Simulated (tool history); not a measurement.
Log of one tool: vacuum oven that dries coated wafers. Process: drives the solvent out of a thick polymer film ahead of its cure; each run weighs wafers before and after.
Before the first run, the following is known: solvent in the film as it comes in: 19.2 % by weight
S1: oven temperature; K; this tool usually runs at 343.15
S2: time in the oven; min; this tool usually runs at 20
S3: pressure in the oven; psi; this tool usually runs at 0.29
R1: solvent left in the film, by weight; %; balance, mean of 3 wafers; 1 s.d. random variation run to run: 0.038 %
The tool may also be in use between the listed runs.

| run | day | S1 | S2 | S3 | R1 |
|---|---|---|---|---|---|
| 1 | 0 | 343.15 | 20 | 0.29 | 2.1 |
| 2 | 0.338 | 343.15 | 20 | 0.29 | 2.12 |
| 3 | 0.683 | 343.15 | 20 | 0.29 | 2.03 |
| 4 | 1.279 | 343.15 | 20 | 0.29 | 2.09 |
| 5 | 1.721 | 343.15 | 20 | 0.29 | 2.15 |
| 6 | 2.196 | 343.15 | 20 | 0.29 | 2.13 |
| 7 | 2.671 | 343.15 | 20 | 0.276 | 2.07 |
| 8 | 3.296 | 343.15 | 20 | 0.276 | 2.04 |
| 9 | 3.683 | 343.15 | 32 | 0.29 | 1.32 |
| 10 | 4.371 | 343.15 | 20 | 0.764 | 3.85 |
| 11 | 4.696 | 343.15 | 20 | 0.29 | 2.15 |
| 12 | 5.404 | 343.15 | 13 | 0.29 | 3.72 |
| 13 | 5.75 | 343.15 | 13 | 0.29 | 3.79 |
| 14 | 6.417 | 343.15 | 13 | 0.29 | 3.79 |
| 15 | 7.079 | 343.15 | 13 | 0.29 | 3.65 |
| 16 | 7.721 | 343.15 | 13 | 0.29 | 3.78 |
| 17 | 8.312 | 343.15 | 10 | 0.29 | 4.97 |
| 18 | 8.938 | 343.15 | 20 | 0.29 | 2.13 |
| 19 | 9.583 | 333.15 | 20 | 0.29 | 5.65 |
| 20 | 10.138 | 333.15 | 20 | 0.29 | 5.54 |
| 21 | 10.683 | 333.15 | 20 | 0.29 | 5.63 |
| 22 | 11.271 | 350.15 | 20 | 0.29 | 0.94 |
| 23 | 11.958 | 343.15 | 20 | 0.602 | 3.26 |
| 24 | 12.438 | 343.15 | 20 | 0.29 | 2.19 |
| 25 | 13.117 | 333.15 | 11 | 0.802 | 10.42 |
| 26 | 13.425 | 345.15 | 20 | 0.409 | 2.14 |
| 27 | 13.842 | 338.15 | 20 | 0.365 | 3.97 |
| 28 | 14.221 | 338.15 | 24 | 0.833 | 5.25 |
| 29 | 14.9 | 338.15 | 14 | 0.833 | 7.41 |
| 30 | 15.438 | 330.15 | 14 | 0.833 | 10.88 |
| 31 | 16.175 | 355.15 | 14 | 0.29 | 0.92 |
| 32 | 16.5 | 355.15 | 20 | 1.153 | 2.64 |
| 33 | 16.796 | 355.15 | 20 | 0.19 | 0.49 |
| 34 | 17.167 | 353.15 | 14 | 0.174 | 0.92 |
| 35 | 17.804 | 355.15 | 20 | 0.396 | 0.97 |
| 36 | 18.104 | 355.15 | 14 | 0.396 | 1.12 |
| 37 | 18.767 | 352.15 | 11 | 0.351 | 1.99 |
| 38 | 19.071 | 336.15 | 15 | 1.011 | 8.52 |
| 39 | 19.408 | 336.15 | 15 | 1.011 | 8.59 |
| 40 | 20.058 | 336.15 | 20 | 0.29 | 4.4 |
| 41 | 20.529 | 343.15 | 36 | 0.496 | 2.01 |
| 42 | 20.854 | 343.15 | 36 | 0.496 | 1.98 |
| 43 | 21.312 | 343.15 | 13 | 1.112 | 6.53 |
|  | 21.783 | oven's thermocouples calibrated |
| 44 | 21.904 | 349.15 | 14 | 0.435 | 1.91 |
| 45 | 22.517 | 330.15 | 20 | 0.29 | 6.18 |
| 46 | 23 | 354.15 | 30 | 0.383 | 0.88 |
| 47 | 23.417 | 334.15 | 12 | 0.383 | 7.35 |
| 48 | 24.033 | 334.15 | 12 | 0.383 | 7.44 |

Branching from run 48: 3 alternative next runs. What would each branch give?
| A | 24.5 | 343.15 | 27 | 0.437 | ? |
| B | 24.5 | 336.15 | 13 | 0.651 | ? |
| C | 24.5 | 330.15 | 11 | 0.383 | ? |

| run | R1 |
|---|---|
| A | 1.85 |
| B | 7.09 |
| C | 9.71 |
What these runs would have given with no unlogged condition in the tool:
| run | R1 |
|---|---|
| A | 1.89 |
| B | 7.28 |
| C | 9.88 |
